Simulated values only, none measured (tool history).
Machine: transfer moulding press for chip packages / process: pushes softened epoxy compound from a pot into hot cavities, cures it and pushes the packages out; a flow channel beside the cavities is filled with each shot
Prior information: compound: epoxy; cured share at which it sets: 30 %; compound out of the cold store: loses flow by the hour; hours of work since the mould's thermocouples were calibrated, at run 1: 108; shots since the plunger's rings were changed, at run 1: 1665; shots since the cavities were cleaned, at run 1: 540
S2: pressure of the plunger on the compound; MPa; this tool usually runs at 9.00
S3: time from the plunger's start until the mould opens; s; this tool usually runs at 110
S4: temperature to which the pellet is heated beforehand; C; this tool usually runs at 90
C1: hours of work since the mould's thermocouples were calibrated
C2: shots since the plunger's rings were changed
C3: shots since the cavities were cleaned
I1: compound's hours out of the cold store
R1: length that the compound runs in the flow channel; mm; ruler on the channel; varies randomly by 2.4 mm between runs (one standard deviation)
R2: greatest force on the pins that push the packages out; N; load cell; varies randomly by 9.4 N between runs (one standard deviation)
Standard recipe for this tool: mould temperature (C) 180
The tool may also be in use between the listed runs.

run 1 hour=0.0 | mould_temperature_(C)=180 S2=9.00 S3=110 S4=90 | C1=108 C2=1665 C3=540 | I1=8.3 | R1=770 R2=652
run 2 hour=18.8 | mould_temperature_(C)=180 S2=9.00 S3=110 S4=90 | C1=121 C2=1878 C3=753 | I1=16.1 | R1=748 R2=712
-- hour=37.5 cavities cleaned with cleaning compound and waxed
run 3 hour=37.8 | mould_temperature_(C)=180 S2=9.00 S3=110 S4=90 | C1=133 C2=2076 C3=4 | I1=38.0 | R1=692 R2=405
run 4 hour=53.7 | mould_temperature_(C)=180 S2=9.00 S3=110 S4=90 | C1=144 C2=2255 C3=183 | I1=20.5 | R1=732 R2=544
run 5 hour=72.0 | mould_temperature_(C)=180 S2=9.00 S3=110 S4=90 | C1=157 C2=2462 C3=390 | I1=45.1 | R1=676 R2=592
run 6 hour=88.6 | mould_temperature_(C)=180 S2=9.00 S3=110 S4=90 | C1=168 C2=2649 C3=577 | I1=18.7 | R1=740 R2=652
run 7 hour=106.5 | mould_temperature_(C)=180 S2=9.00 S3=110 S4=90 | C1=181 C2=2851 C3=779 | I1=10.9 | R1=755 R2=702
-- hour=122.1 cavities cleaned with cleaning compound and waxed
run 8 hour=124.5 | mould_temperature_(C)=180 S2=9.00 S3=110 S4=90 | C1=192 C2=3038 C3=27 | I1=26.6 | R1=717 R2=441
run 9 hour=140.4 | mould_temperature_(C)=180 S2=9.00 S3=110 S4=90 | C1=203 C2=3217 C3=206 | I1=10.7 | R1=756 R2=547
run 10 hour=154.3 | mould_temperature_(C)=180 S2=9.00 S3=110 S4=90 | C1=213 C2=3374 C3=363 | I1=15.6 | R1=740 R2=596
run 11 hour=171.2 | mould_temperature_(C)=180 S2=9.00 S3=99 S4=90 | C1=225 C2=3565 C3=554 | I1=14.3 | R1=741 R2=763
run 12 hour=182.0 | mould_temperature_(C)=180 S2=9.00 S3=99 S4=90 | C1=232 C2=3687 C3=676 | I1=17.4 | R1=736 R2=794
run 13 hour=192.6 | mould_temperature_(C)=180 S2=9.00 S3=99 S4=90 | C1=240 C2=3806 C3=795 | I1=27.5 | R1=707 R2=826
run 14 hour=202.8 | mould_temperature_(C)=180 S2=9.00 S3=99 S4=90 | C1=247 C2=3922 C3=911 | I1=13.1 | R1=744 R2=822
-- hour=206.7 cavities cleaned with cleaning compound and waxed
run 15 hour=224.8 | mould_temperature_(C)=180 S2=7.42 S3=99 S4=90 | C1=261 C2=4153 C3=204 | I1=43.2 | R1=609 R2=613
run 16 hour=242.6 | mould_temperature_(C)=183 S2=9.38 S3=134 S4=84 | C1=273 C2=4355 C3=406 | I1=13.2 | R1=743 R2=497
run 17 hour=260.2 | mould_temperature_(C)=176 S2=10.78 S3=110 S4=90 | C1=286 C2=4553 C3=604 | I1=37.0 | R1=765 R2=802
-- hour=281.6 plunger's sealing rings changed
run 18 hour=282.3 | mould_temperature_(C)=176 S2=9.01 S3=110 S4=99 | C1=299 C2=7 C3=825 | I1=9.4 | R1=794 R2=953
-- hour=293.8 cavities cleaned with cleaning compound and waxed
run 19 hour=293.8 | mould_temperature_(C)=181 S2=10.35 S3=102 S4=97 | C1=306 C2=120 C3=0 | I1=18.3 | R1=798 R2=457
run 20 hour=314.4 | mould_temperature_(C)=181 S2=8.09 S3=102 S4=84 | C1=321 C2=353 C3=233 | I1=14.8 | R1=715 R2=592
run 21 hour=333.2 | mould_temperature_(C)=186 S2=9.00 S3=110 S4=96 | C1=334 C2=566 C3=446 | I1=45.3 | R1=657 R2=517
run 22 hour=349.9 | mould_temperature_(C)=186 S2=9.00 S3=110 S4=96 | C1=345 C2=754 C3=634 | I1=35.8 | R1=677 R2=578
run 23 hour=359.6 | mould_temperature_(C)=173 S2=9.00 S3=110 S4=81 | C1=352 C2=863 C3=743 | I1=46.3 | R1=714 R2=1088
run 24 hour=371.2 | mould_temperature_(C)=186 S2=9.00 S3=129 S4=81 | C1=360 C2=995 C3=875 | I1=19.6 | R1=715 R2=562
-- hour=379.0 cavities cleaned with cleaning compound and waxed
run 25 hour=386.6 | mould_temperature_(C)=186 S2=9.00 S3=105 S4=81 | C1=370 C2=1152 C3=86 | I1=25.8 | R1=703 R2=412
run 26 hour=396.3 | mould_temperature_(C)=186 S2=9.00 S3=105 S4=81 | C1=376 C2=1261 C3=195 | I1=29.7 | R1=691 R2=451
run 27 hour=415.0 | mould_temperature_(C)=181 S2=8.30 S3=110 S4=90 | C1=389 C2=1472 C3=406 | I1=11.2 | R1=729 R2=594
run 28 hour=425.8 | mould_temperature_(C)=181 S2=8.30 S3=110 S4=90 | C1=397 C2=1595 C3=529 | I1=22.4 | R1=701 R2=609

Selected run-to-run steps in R1, each split into two signed amounts: the part the tool would show with no hidden state at all (from settings, incoming material and random variation), and the remainder, which goes to the hidden state together with any gauge scatter not common to the measured and the hidden-state-free results:
Unlogged tool condition in this case: true mould temperature over the reading, C; pressure that reaches the compound, % of what is set; grip of the stained cavities, % over clean ones'; drift of the gauge itself on flow_mm, %; drift of the gauge itself on push_out_n, %.
Run 14 -> 15: S2 9.00 -> 7.42, cavities cleaned with cleaning compound and waxed. R1 -135 mm: hidden state +2, all else -137.
Run 15 -> 16: mould temperature (C) 180 -> 183, S2 7.42 -> 9.38, S3 99 -> 134, S4 90 -> 84. R1 +134 mm: hidden state -5, all else +139.
Run 17 -> 18: S2 10.78 -> 9.01, S4 90 -> 99, plunger's sealing rings changed. R1 +29 mm: hidden state +24, all else +5.
